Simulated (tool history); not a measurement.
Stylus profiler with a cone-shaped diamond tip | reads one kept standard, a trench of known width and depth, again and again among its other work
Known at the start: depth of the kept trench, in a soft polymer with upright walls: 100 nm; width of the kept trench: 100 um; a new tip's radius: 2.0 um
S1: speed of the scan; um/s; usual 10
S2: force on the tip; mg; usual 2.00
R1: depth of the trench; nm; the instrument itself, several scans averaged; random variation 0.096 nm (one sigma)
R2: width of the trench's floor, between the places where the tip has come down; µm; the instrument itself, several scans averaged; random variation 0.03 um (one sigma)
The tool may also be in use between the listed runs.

run    hour  S1    S2      R1     R2
  1     0.0  10  2.00  101.19  98.62
  2    29.7  10  2.47  101.31  98.66
  3    54.9  10  4.07  101.71  98.67
  4   106.1  10  4.07  102.03  98.63
      145.4  -- new tip fitted, height scale calibrated
  5   152.6  10  2.00  101.02  98.72
  6   204.6  10  2.00  101.07  98.71
  7   251.5  14  2.00  101.09  98.72
  8   286.4   7  2.00  101.06  98.75
  9   324.3   7  2.00  101.26  98.71
 10   353.0  10  2.00  101.17  98.70
 11   387.3  10  2.00  101.12  98.69
 12   428.2  10  2.00  101.31  98.66
 13   460.8  10  2.00  101.23  98.67
 14   489.3  10  3.21  101.45  98.71
 15   514.8  10  3.21  101.54  98.72
 16   550.5  18  3.21  101.52  98.65
 17   577.3  10  2.95  101.48  98.66
 18   628.8  10  0.72  100.63  98.67
 19   675.0  10  2.00  101.08  98.71
 20   715.5  10  0.86  100.61  98.69
 21   743.0  10  2.00  101.06  98.67
 22   782.5  10  2.00  101.08  98.70
 23   810.6  10  2.00  101.10  98.72
 24   847.0  10  2.00  101.14  98.69
 25   880.6  11  2.00  101.15  98.75
 26   934.3  10  2.52  101.35  98.70
 27   980.7  10  2.52  101.23  98.71
 28  1008.2  33  1.00  100.62  98.50
 29  1037.7  33  1.00  100.69  98.50
 30  1085.7  27  2.05  101.08  98.59
 31  1129.9  27  2.05  101.36  98.63
 32  1157.5  10  5.17  102.20  98.73
 33  1183.0  10  0.70  100.48  98.70
 34  1205.1  22  1.15  100.79  98.56
 35  1251.3  22  1.15  100.73  98.58
 36  1275.4   3  5.92  102.27  98.69
 37  1305.1   3  5.92  102.38  98.70
 38  1356.2   4  4.39  101.84  98.69
 39  1379.2   4  4.39  101.75  98.69
 40  1411.4   4  4.39  101.99  98.70
 41  1459.6   4  4.39  101.84  98.69
 42  1492.4   4  4.39  101.81  98.76
 43  1543.3   3  2.00  101.10  98.70
 44  1568.9   3  2.00  101.03  98.69
 45  1616.8   4  2.00  101.06  98.67
 46  1659.7   3  5.56  102.38  98.77
 47  1700.6   6  4.71  101.89  98.73

4 ways to go on from here, each from the tool as it stands after run 47. What would each give?
  A  1753.4   2  2.57   ?   ?
  B  1753.4  10  4.10   ?   ?
  C  1753.4   4  3.10   ?   ?
  D  1753.4  34  3.60   ?   ?

run      R1     R2
  A  101.19  98.73
  B  102.04  98.68
  C  101.32  98.66
  D  101.64  98.60
Without the tool's hidden state the same runs would have given:
run      R1     R2
  A  101.17  98.75
  B  102.01  98.71
  C  101.29  98.68
  D  101.62  98.62

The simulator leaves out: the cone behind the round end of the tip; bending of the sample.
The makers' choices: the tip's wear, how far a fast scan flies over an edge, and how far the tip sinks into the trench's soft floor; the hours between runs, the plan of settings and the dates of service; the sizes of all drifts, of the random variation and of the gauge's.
